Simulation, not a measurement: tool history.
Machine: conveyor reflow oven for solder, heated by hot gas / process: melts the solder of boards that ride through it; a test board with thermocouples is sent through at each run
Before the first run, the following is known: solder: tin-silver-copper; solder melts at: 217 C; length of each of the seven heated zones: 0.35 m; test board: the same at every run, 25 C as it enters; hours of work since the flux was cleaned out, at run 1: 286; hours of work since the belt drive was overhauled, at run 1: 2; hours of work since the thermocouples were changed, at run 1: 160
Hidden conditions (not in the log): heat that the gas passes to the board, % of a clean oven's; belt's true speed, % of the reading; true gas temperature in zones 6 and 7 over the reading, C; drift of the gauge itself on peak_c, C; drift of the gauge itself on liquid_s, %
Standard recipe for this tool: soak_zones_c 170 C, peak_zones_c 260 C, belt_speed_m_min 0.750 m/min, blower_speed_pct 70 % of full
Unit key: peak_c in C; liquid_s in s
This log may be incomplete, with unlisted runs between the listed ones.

run,hour,soak_zones_c,peak_zones_c,belt_speed_m_min,blower_speed_pct,hours of work since the flux was cleaned out,hours of work since the belt drive was overhauled,hours of work since the thermocouples were changed,peak_c,liquid_s
1,0.0,170,260,0.750,70,286,2,160,240.8,31.9
2,19.2,170,260,0.750,70,298,14,172,240.1,31.9
3,29.7,170,272,0.750,70,304,21,178,250.2,38.7
4,41.5,170,272,0.750,70,311,28,185,249.7,38.8
5,55.7,170,260,0.750,70,320,36,194,240.2,32.2
6,68.4,170,263,0.750,70,328,44,202,242.8,34.1
7,83.2,170,263,0.750,70,337,53,211,242.3,34.3
8,94.5,170,263,0.750,70,344,60,218,242.4,34.0
9,110.1,170,263,0.750,70,353,70,227,243.0,33.5
10,123.9,170,263,0.750,70,362,78,236,243.1,33.6
11,139.9,170,260,0.750,83,371,88,245,244.1,35.3
12,151.2,170,260,0.750,83,378,95,252,244.0,35.4
13,165.5,169,260,0.750,70,387,103,261,240.0,31.4
14,182.1,170,266,0.750,70,397,114,271,245.2,35.7
15,194.4,184,260,0.750,70,405,121,279,243.4,38.6
16,208.5,184,260,0.750,70,413,130,287,243.4,38.1
17,222.2,170,257,0.721,53,422,138,296,233.1,25.7
18,231.6,170,257,0.721,53,427,144,301,233.3,25.4
19,242.7,179,262,0.802,63,434,151,308,238.8,29.8
20,256.4,179,262,0.802,63,442,159,316,239.0,30.3
21,268.4,179,262,0.802,63,450,166,324,239.2,31.0
22,282.1,172,260,0.661,54,458,175,332,239.5,36.4
23,300.9,172,260,0.661,54,470,186,344,239.0,36.1
24,312.7,172,260,0.661,54,477,193,351,239.9,36.4
# hour 333.4: flux residue cleaned out of gas plates and filters
25,333.5,172,260,0.661,54,0,203,360,239.5,36.6
26,341.9,170,270,0.750,77,5,208,366,250.8,39.3
27,356.9,170,250,0.750,55,14,217,375,226.9,17.0
28,371.1,170,250,0.750,55,23,226,383,226.7,17.2
29,384.0,170,250,0.750,55,31,234,391,227.5,17.5
30,396.8,161,260,0.750,70,39,242,399,238.4,28.2
31,414.2,161,260,0.750,70,49,252,410,238.4,29.1

Alternative continuations, all from the tool just after run 31; predict every row:
A,428.4,160,260,0.759,70,58,261,418,?,?
B,428.4,161,260,0.750,79,58,261,418,?,?
C,428.4,175,271,0.750,70,58,261,418,?,?
D,428.4,170,260,0.750,51,58,261,418,?,?

run,peak_c,liquid_s
A,237.6,27.5
B,241.4,31.4
C,250.1,40.6
D,233.0,24.1
With the hidden condition removed and each run's random variation left untouched, the same runs would have given:
run,peak_c,liquid_s
A,237.7,27.5
B,241.5,31.4
C,250.1,40.7
D,233.0,24.1
